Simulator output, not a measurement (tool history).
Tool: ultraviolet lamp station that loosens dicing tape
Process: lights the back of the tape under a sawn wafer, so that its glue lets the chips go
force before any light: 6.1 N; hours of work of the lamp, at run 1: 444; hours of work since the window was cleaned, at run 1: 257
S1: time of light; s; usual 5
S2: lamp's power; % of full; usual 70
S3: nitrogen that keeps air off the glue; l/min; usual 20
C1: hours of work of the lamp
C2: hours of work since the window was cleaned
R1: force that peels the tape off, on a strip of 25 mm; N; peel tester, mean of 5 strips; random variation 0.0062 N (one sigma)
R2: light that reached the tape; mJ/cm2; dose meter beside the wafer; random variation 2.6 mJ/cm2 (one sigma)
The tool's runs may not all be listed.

Run 1, day 0.000: usual settings; C1 444; C2 257. Result: R1 0.291 N, R2 285 mJ/cm2.
Run 2, day 1.042: usual settings; C1 462; C2 275. Result: R1 0.292 N, R2 278 mJ/cm2.
Run 3, day 2.525: usual settings; C1 487; C2 300. Result: R1 0.314 N, R2 276 mJ/cm2.
Run 4, day 3.925: usual settings; C1 510; C2 324. Result: R1 0.330 N, R2 274 mJ/cm2.
Run 5, day 5.142: usual settings but S2 66 % of full; C1 531; C2 344. Result: R1 0.377 N, R2 253 mJ/cm2.
Run 6, day 6.254: usual settings but S2 66 % of full; C1 550; C2 363. Result: R1 0.385 N, R2 253 mJ/cm2.
Run 7, day 7.267: usual settings but S2 66 % of full; C1 567; C2 380. Result: R1 0.392 N, R2 249 mJ/cm2.
Run 8, day 8.225: usual settings but S1 2 s, S2 66 % of full; C1 583; C2 396. Result: R1 1.915 N, R2 98 mJ/cm2.
Run 9, day 9.279: usual settings but S1 2 s, S2 66 % of full; C1 601; C2 414. Result: R1 2.029 N, R2 99 mJ/cm2.
Run 10, day 10.679: usual settings but S2 66 % of full; C1 624; C2 437. Result: R1 0.419 N, R2 242 mJ/cm2.
Run 11, day 12.104: usual settings but S2 84 % of full, S3 29 l/min; C1 648; C2 462. Result: R1 0.192 N, R2 306 mJ/cm2.
Run 12, day 13.233: usual settings but S1 7 s, S2 67 % of full, S3 38 l/min; C1 667; C2 481. Result: R1 0.125 N, R2 333 mJ/cm2.
At day 14.008: window cleaned of glue's vapour.
Run 13, day 14.721: usual settings but S1 7 s, S2 67 % of full, S3 38 l/min; C1 692; C2 12. Result: R1 0.100 N, R2 390 mJ/cm2.
Run 14, day 16.075: usual settings but S1 8 s, S2 65 % of full, S3 7 l/min; C1 715; C2 35. Result: R1 0.260 N, R2 428 mJ/cm2.
Run 15, day 16.825: usual settings but S1 8 s, S2 66 % of full, S3 22 l/min; C1 727; C2 47. Result: R1 0.096 N, R2 436 mJ/cm2.
Run 16, day 17.667: usual settings but S1 4 s, S2 61 % of full; C1 742; C2 62. Result: R1 0.663 N, R2 199 mJ/cm2.

Forecast each of these 4 alternatives for the next run:
Run A, day 19.225: usual settings but S2 64 % of full, S3 18 l/min; C1 768; C2 88. Result: R1 ?, R2 ?.
Run B, day 19.225: usual settings but S1 3 s, S2 68 % of full; C1 768; C2 88. Result: R1 ?, R2 ?.
Run C, day 19.225: usual settings but S1 3 s, S2 73 % of full, S3 6 l/min; C1 768; C2 88. Result: R1 ?, R2 ?.
Run D, day 19.225: usual settings but S1 6 s, S2 63 % of full, S3 27 l/min; C1 768; C2 88. Result: R1 ?, R2 ?.

run     R1   R2
  A  0.414  256
  B  0.992  165
  C  1.657  178
  D  0.193  309
Without the tool's hidden state the same runs would have given:
run     R1   R2
  A  0.261  309
  B  0.690  199
  C  1.277  215
  D  0.124  372
